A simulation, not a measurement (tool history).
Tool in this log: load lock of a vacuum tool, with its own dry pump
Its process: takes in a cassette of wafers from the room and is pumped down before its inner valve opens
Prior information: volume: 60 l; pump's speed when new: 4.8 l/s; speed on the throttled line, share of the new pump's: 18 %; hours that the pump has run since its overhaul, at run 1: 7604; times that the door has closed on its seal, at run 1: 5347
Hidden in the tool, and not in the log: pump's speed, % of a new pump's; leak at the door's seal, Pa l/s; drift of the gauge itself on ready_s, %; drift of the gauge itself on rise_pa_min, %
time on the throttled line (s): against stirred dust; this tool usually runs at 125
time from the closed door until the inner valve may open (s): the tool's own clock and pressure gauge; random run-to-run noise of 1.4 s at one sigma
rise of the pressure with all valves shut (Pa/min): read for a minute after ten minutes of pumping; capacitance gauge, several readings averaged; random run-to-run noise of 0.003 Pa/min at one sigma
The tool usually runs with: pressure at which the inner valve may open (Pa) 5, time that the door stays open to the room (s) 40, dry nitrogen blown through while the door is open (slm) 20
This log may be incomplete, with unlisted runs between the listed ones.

run    hour  time on the throttled line (s)  pressure at which the inner valve may open (Pa)  time that the door stays open to the room (s)  dry nitrogen blown through while the door is open (slm)  hours that the pump has run since its overhaul  times that the door has closed on its seal  incoming humidity of the room's air, %  time from the closed door until the inner valve may open (s)  rise of the pressure with all valves shut (Pa/min)
  1       0                             125                                                5                                             40                                                       20                                            7604                                        5347                                    45.5                                                         237.5                                               0.045
  2   213.9                             125                                                5                                             40                                                       20                                            7818                                        5627                                    47.5                                                         238.8                                               0.043
  3   484.5                             125                                                5                                             40                                                       20                                            8088                                        5981                                    43.7                                                         239.5                                               0.052
  4   870.8                              66                                                5                                             40                                                       20                                            8475                                        6486                                      43                                                         189.1                                               0.047
  5  1090.6                             105                                                5                                             40                                                       20                                            8695                                        6773                                    46.3                                                         224.6                                               0.058
  6  1449.3                             105                                                6                                             40                                                       20                                            9053                                        7242                                    47.2                                                         219.2                                                0.05
  7  1649.8                             125                                                5                                             40                                                       20                                            9254                                        7504                                    45.3                                                         243.3                                               0.051
  8  1898.4                             125                                                5                                             40                                                       20                                            9502                                        7829                                    43.4                                                         242.9                                               0.049
  9  2111.6                             125                                                7                                             40                                                       20                                            9716                                        8108                                    45.3                                                         237.3                                               0.062
 10    2291                             125                                                8                                             40                                                       20                                            9895                                        8342                                    45.6                                                           234                                                0.06
 11  2637.4                             125                                                8                                             40                                                       20                                           10241                                        8795                                    46.3                                                         233.6                                               0.056
 12    3061                             125                                                5                                             40                                                       20                                           10665                                        9349                                    47.3                                                         240.5                                               0.066
 13  3435.9                             125                                                5                                             40                                                       20                                           11040                                        9839                                    46.5                                                         242.7                                               0.066
 14  3830.4                             125                                                5                                             40                                                       20                                           11434                                       10355                                    45.9                                                         244.8                                               0.064
 15  4069.6                             125                                                5                                             40                                                       20                                           11674                                       10668                                    46.7                                                           246                                               0.076
 16    4323                             125                                                5                                             37                                                        4                                           11927                                       10999                                    46.5                                                         244.5                                               0.088
 17  4578.1                             125                                                5                                             37                                                        4                                           12182                                       11332                                      46                                                         244.3                                               0.085
 18  4794.5                             125                                                5                                            235                                                       41                                           12399                                       11615                                    45.4                                                         249.6                                               0.101
 19  5093.7                             117                                                5                                            228                                                       14                                           12698                                       12006                                    48.6                                                         239.8                                               0.133
 20  5515.6                             117                                                8                                            163                                                       14                                           13120                                       12558                                    45.1                                                         232.8                                               0.112
 21  5763.9                              97                                                8                                            188                                                       14                                           13368                                       12883                                    39.6                                                         219.8                                               0.115
 22  6105.4                              62                                                9                                            188                                                       14                                           13709                                       13329                                    43.6                                                         188.9                                                0.12
 23  6477.2                              62                                                9                                            220                                                       14                                           14081                                       13815                                    42.7                                                         188.9                                               0.129
 24    6713                             201                                                5                                            118                                                        5                                           14317                                       14124                                    48.9                                                         306.7                                               0.136
 25  6992.5                             201                                                5                                            118                                                        5                                           14596                                       14489                                    45.7                                                         311.1                                                0.13
 26  7366.2                             125                                               10                                             95                                                       20                                           14970                                       14978                                    43.2                                                         234.1                                               0.113

A few steps of time from the closed door until the inner valve may open (s) between consecutive runs. Split each: what settings, incoming material and random variation would produce without the hidden state, and what is left over for the hidden state, along with gauge scatter present in only one of the two compared results (measured, and without hidden state):
Run 3 -> 4: time on the throttled line (s) 125 -> 66. time from the closed door until the inner valve may open (s) -50.4: hidden state +1.6, all else -52.
Run 23 -> 24: time on the throttled line (s) 62 -> 201, pressure at which the inner valve may open (Pa) 9 -> 5, time that the door stays open to the room (s) 220 -> 118, dry nitrogen blown through while the door is open (slm) 14 -> 5. time from the closed door until the inner valve may open (s) +117.8: hidden state -2.5, all else +120.3.
Run 25 -> 26: time on the throttled line (s) 201 -> 125, pressure at which the inner valve may open (Pa) 5 -> 10, time that the door stays open to the room (s) 118 -> 95, dry nitrogen blown through while the door is open (slm) 5 -> 20. time from the closed door until the inner valve may open (s) -77: hidden state +0.4, all else -77.4.
